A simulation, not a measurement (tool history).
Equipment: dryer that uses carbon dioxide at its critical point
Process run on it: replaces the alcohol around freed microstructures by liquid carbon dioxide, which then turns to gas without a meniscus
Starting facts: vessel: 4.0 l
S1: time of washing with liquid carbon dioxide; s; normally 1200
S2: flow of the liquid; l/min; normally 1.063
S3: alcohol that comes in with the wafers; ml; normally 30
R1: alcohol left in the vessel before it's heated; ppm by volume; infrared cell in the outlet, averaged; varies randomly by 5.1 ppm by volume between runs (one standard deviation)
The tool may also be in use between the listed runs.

run   hour    S1     S2   S3    R1
  1    0.0  1200  1.063   30   180
  2   14.0  1200  1.063   30   168
  3   28.3  1440  1.063   30   129
  4   51.6  1200  1.063   81   324
  5   82.2  1200  1.063  101   391
  6  106.0  1200  1.063  101   388
  7  135.9  1200  1.063  101   389
  8  153.5  1200  1.063  101   407
  9  176.2  1200  1.063  101   394
 10  200.6  1200  1.063  101   417
 11  217.7  1200  1.063   30   196
 12  245.2   840  0.740   31  1048
 13  275.4   840  0.740   31  1060
 14  299.1   840  0.740   31  1059
 15  327.2   840  0.740   31  1102
     337.0  -- inlet filter changed
 16  348.9  1020  1.230   45   229
 17  380.0  1020  1.230   45   229
 18  402.6  1800  0.660   30   243
 19  431.1   840  1.063   23   346
 20  456.2   840  1.063   23   342
 21  471.4   840  0.720   87  2635

Below, some changes in R1 between adjacent runs. For each, the amount present without the hidden state too (settings, incoming material, random variation) and the amount remaining for the hidden state with gauge scatter not shared by both compared results:
Hidden state present: flow that reaches the vessel past the clogged filter, %; alcohol in the recycled carbon dioxide, ppm; drift of the gauge itself on alcohol_ppm, %.
Run 11 -> 12: S1 1200 -> 840, S2 1.063 -> 0.740, S3 30 -> 31. R1 +852 ppm by volume: hidden state +79, all else +773.
Run 15 -> 16: S1 840 -> 1020, S2 0.740 -> 1.230, S3 31 -> 45, inlet filter changed. R1 -873 ppm by volume: hidden state -110, all else -763.
Run 20 -> 21: S2 1.063 -> 0.720, S3 23 -> 87. R1 +2293 ppm by volume: hidden state +46, all else +2247.
